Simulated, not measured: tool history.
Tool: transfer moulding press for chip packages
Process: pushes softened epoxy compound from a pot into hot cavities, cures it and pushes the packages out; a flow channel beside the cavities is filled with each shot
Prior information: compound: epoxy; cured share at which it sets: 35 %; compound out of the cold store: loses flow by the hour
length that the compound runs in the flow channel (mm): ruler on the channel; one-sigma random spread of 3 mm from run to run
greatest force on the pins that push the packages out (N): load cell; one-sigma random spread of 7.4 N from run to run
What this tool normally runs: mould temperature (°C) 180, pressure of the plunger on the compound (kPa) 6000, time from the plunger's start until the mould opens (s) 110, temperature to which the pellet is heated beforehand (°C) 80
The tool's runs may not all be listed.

run	hour	mould temperature (°C)	pressure of the plunger on the compound (kPa)	time from the plunger's start until the mould opens (s)	temperature to which the pellet is heated beforehand (°C)	incoming compound's hours out of the cold store	length that the compound runs in the flow channel (mm)	greatest force on the pins that push the packages out (N)
1	0	180	6000	110	80	36.2	845	310
2	23.1	180	6000	110	80	20.9	913	407
3	48.9	180	6150	110	80	32.7	866	488
# hour 55.7: plunger's sealing rings changed
4	67.7	180	6150	110	80	47.4	837	527
5	80.9	180	6150	110	80	13.8	1011	541
6	109	180	6150	110	80	19.3	974	581
7	136.1	180	6000	110	80	27.6	922	582
# hour 148: cavities cleaned with cleaning compound and waxed
8	166.6	180	6000	110	86	28.3	910	405
9	187.5	180	6000	110	80	28.1	911	477
10	217.6	180	6000	110	80	17.7	959	518
11	232.8	180	4860	110	80	11.8	894	564
12	260.9	180	7420	110	80	33.5	976	567
13	288.3	180	5780	110	80	47.8	797	558
# hour 291.1: cavities cleaned with cleaning compound and waxed
14	315.4	175	5780	110	80	9.8	993	532
15	345.5	175	5780	144	80	13.2	978	487
16	363.1	175	5780	144	80	25.3	906	510
17	385.1	175	6430	113	80	33.2	916	648
# hour 399.8: mould's thermocouples calibrated
18	411.4	187	4910	108	80	18.7	830	529
# hour 438: cavities cleaned with cleaning compound and waxed
19	442.1	187	4910	108	80	32.3	769	305
20	466.2	175	5520	110	80	20.9	894	521
21	490.3	175	5520	110	80	23.7	876	573
22	518.2	179	4740	98	84	41.5	727	580
23	539	180	7090	110	80	44.9	869	541
# hour 550.9: plunger's sealing rings changed
24	567.3	173	5670	120	75	32.4	887	620
# hour 584.2: cavities cleaned with cleaning compound and waxed
25	585.7	186	5020	106	89	28.6	821	304
26	606.9	186	5020	106	89	8.4	920	384

Predict each of these 5 candidate next runs independently; none follows another, all start after run 26:
A	636.5	186	5860	96	89	28.6	?	?
B	636.5	186	5560	106	70	20.4	?	?
C	636.5	186	6000	102	80	43	?	?
D	636.5	186	5020	106	79	8.9	?	?
E	636.5	186	5520	120	79	44.8	?	?

run	length that the compound runs in the flow channel (mm)	greatest force on the pins that push the packages out (N)
A	884	470
B	903	463
C	823	483
D	913	460
E	784	454
The same runs, with their run-to-run variation unchanged, on a tool lacking any hidden condition would have given:
run	length that the compound runs in the flow channel (mm)	greatest force on the pins that push the packages out (N)
A	891	296
B	911	290
C	831	306
D	921	290
E	791	285
